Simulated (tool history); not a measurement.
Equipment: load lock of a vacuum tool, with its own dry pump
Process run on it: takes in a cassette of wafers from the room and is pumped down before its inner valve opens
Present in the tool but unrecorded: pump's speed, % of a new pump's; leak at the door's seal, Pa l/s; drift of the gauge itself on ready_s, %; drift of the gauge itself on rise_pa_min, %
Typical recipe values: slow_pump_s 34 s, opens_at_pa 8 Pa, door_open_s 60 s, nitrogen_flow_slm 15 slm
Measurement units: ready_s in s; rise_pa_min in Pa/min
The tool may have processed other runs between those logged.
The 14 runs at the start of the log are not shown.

run	hour	slow_pump_s	opens_at_pa	door_open_s	nitrogen_flow_slm	hours that the pump has run since its overhaul	times that the door has closed on its seal	incoming humidity of the room's air, %	ready_s	rise_pa_min
15	1808.2	34	8	60	6	8585	52485	45.7	55.8	0.072
16	1975.0	34	8	60	15	8752	53084	46.6	56.0	0.055
17	2065.2	39	15	26	5	8842	53408	44.5	57.9	0.047
18	2248.9	34	7	60	10	9026	54068	45.1	56.9	0.057
19	2366.7	27	8	60	5	9144	54491	47.1	50.9	0.075
20	2470.9	27	8	60	5	9248	54865	45.6	50.1	0.069
21	2611.8	41	16	126	20	9389	55371	49.0	59.7	0.082
22	2728.4	41	16	126	20	9506	55790	47.5	59.3	0.083
23	2879.1	36	8	67	25	9656	56331	43.5	58.0	0.046
24	3016.7	36	8	67	5	9794	56825	43.9	57.2	0.078
25	3134.9	34	9	51	11	9912	57250	44.5	55.7	0.058

Forecast run 26:
26	3254.7	36	6	110	23	10032	57680	45.8	?	?

Run 26 produced ready_s 59.2 s, rise_pa_min 0.068 Pa/min.
Without the tool's hidden state the same run would have given ready_s 59.2 s, rise_pa_min 0.066 Pa/min.

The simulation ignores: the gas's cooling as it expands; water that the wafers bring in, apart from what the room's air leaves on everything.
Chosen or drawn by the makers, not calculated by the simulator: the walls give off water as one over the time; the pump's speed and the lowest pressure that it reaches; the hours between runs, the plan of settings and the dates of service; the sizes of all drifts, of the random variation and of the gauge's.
